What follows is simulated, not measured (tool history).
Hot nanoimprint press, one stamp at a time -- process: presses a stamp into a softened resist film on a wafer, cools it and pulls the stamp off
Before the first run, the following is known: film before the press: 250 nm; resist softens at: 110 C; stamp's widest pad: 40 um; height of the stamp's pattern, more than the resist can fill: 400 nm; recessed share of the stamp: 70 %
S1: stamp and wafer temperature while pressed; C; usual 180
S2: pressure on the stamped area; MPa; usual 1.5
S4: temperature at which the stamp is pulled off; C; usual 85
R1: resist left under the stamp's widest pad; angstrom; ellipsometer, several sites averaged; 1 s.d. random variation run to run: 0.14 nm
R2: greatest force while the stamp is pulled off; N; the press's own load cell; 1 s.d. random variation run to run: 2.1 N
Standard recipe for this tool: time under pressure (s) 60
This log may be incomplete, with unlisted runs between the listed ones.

run 1 hour=0 | S1=180 S2=1.5 time_under_pressure_(s)=60 S4=85 | R1=1074 R2=224
run 2 hour=10.5 | S1=180 S2=2.36 time_under_pressure_(s)=60 S4=85 | R1=881 R2=225
run 3 hour=14.9 | S1=180 S2=1.5 time_under_pressure_(s)=60 S4=85 | R1=1071 R2=226
run 4 hour=23.9 | S1=180 S2=1.5 time_under_pressure_(s)=60 S4=85 | R1=1073 R2=224
run 5 hour=31.7 | S1=180 S2=1.5 time_under_pressure_(s)=60 S4=85 | R1=1074 R2=226
run 6 hour=37 | S1=180 S2=1.5 time_under_pressure_(s)=60 S4=85 | R1=1074 R2=229
run 7 hour=47.1 | S1=180 S2=1.5 time_under_pressure_(s)=60 S4=85 | R1=1075 R2=227
run 8 hour=52.3 | S1=180 S2=1.5 time_under_pressure_(s)=60 S4=85 | R1=1074 R2=224
run 9 hour=57.3 | S1=180 S2=1.5 time_under_pressure_(s)=60 S4=85 | R1=1077 R2=228
run 10 hour=63.8 | S1=180 S2=1.5 time_under_pressure_(s)=60 S4=85 | R1=1074 R2=222
run 11 hour=69.7 | S1=180 S2=1.5 time_under_pressure_(s)=60 S4=72 | R1=1075 R2=287
run 12 hour=79.2 | S1=180 S2=1.5 time_under_pressure_(s)=60 S4=72 | R1=1077 R2=290
run 13 hour=84.7 | S1=180 S2=1.5 time_under_pressure_(s)=60 S4=72 | R1=1076 R2=284
run 14 hour=93.3 | S1=180 S2=1.5 time_under_pressure_(s)=60 S4=72 | R1=1079 R2=282
run 15 hour=102.3 | S1=180 S2=1.5 time_under_pressure_(s)=60 S4=91 | R1=1081 R2=200
run 16 hour=110.4 | S1=180 S2=1.49 time_under_pressure_(s)=60 S4=85 | R1=1082 R2=224
run 17 hour=120.5 | S1=180 S2=1.49 time_under_pressure_(s)=60 S4=85 | R1=1082 R2=224
-- hour=121 gauge calibrated
run 18 hour=130.5 | S1=180 S2=1.49 time_under_pressure_(s)=71 S4=86 | R1=1001 R2=223
run 19 hour=138.6 | S1=180 S2=1.49 time_under_pressure_(s)=71 S4=86 | R1=1005 R2=220
run 20 hour=148.8 | S1=180 S2=1.5 time_under_pressure_(s)=84 S4=85 | R1=934 R2=224
run 21 hour=153.7 | S1=180 S2=1.5 time_under_pressure_(s)=84 S4=85 | R1=933 R2=225

Predict the results of run 22:
run 22 hour=160.7 | S1=180 S2=1.5 time_under_pressure_(s)=84 S4=85 | R1=? R2=?

Run 22 gave R1 936 angstrom, R2 228 N.
On a tool with no hidden condition, and with the same random variation, this run would have come out at R1 934 angstrom, R2 227 N.

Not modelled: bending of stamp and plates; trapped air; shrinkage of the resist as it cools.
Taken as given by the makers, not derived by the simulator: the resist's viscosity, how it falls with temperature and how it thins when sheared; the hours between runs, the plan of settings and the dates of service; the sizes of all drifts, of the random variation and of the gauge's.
